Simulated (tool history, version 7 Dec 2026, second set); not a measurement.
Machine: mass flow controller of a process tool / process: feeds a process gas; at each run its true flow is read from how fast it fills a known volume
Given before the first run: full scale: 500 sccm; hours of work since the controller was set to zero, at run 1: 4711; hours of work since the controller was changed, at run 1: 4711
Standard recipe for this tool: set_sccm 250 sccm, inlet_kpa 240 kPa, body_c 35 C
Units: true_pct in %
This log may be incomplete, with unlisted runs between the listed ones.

run    hour  set_sccm  inlet_kpa  body_c  hours of work since the controller was set to zero  hours of work since the controller was changed  true_pct
  1       0       250        240      35                                                4711                                            4711     98.03
  2   245.6       250        240      35                                                4849                                            4849     97.89
  3   500.6       250        171      35                                                4993                                            4993     98.15
  4     889       250        171      35                                                5211                                            5211     98.23
  5  1272.6       250        171      35                                                5426                                            5426     98.22
  6  1623.2       250        171      35                                                5623                                            5623     98.31
  7  1925.3       250        171      35                                                5793                                            5793     98.21
  8  2233.1       235        240      39                                                5966                                            5966     97.53
     2256.2  -- controller's zero set anew
  9  2589.2       104        226      34                                                 187                                            6166     96.21
 10  2930.7       255        238      23                                                 379                                            6357      99.2
 11  3317.5       255        238      23                                                 596                                            6575     99.37

Entry by entry between the runs, the difference in hidden state between the last listed run before and the first listed run after:
Runs 8 to 9: controller's zero set anew (hour 2256.2)
  flow at rest that the sensor doesn't see, % of full scale: -0.227 -> -0.385; true flow over the shown one, %: 0.94 -> 0.97
  measured result minus the result with no hidden state, true_pct: +0.46 -> -0.88 %
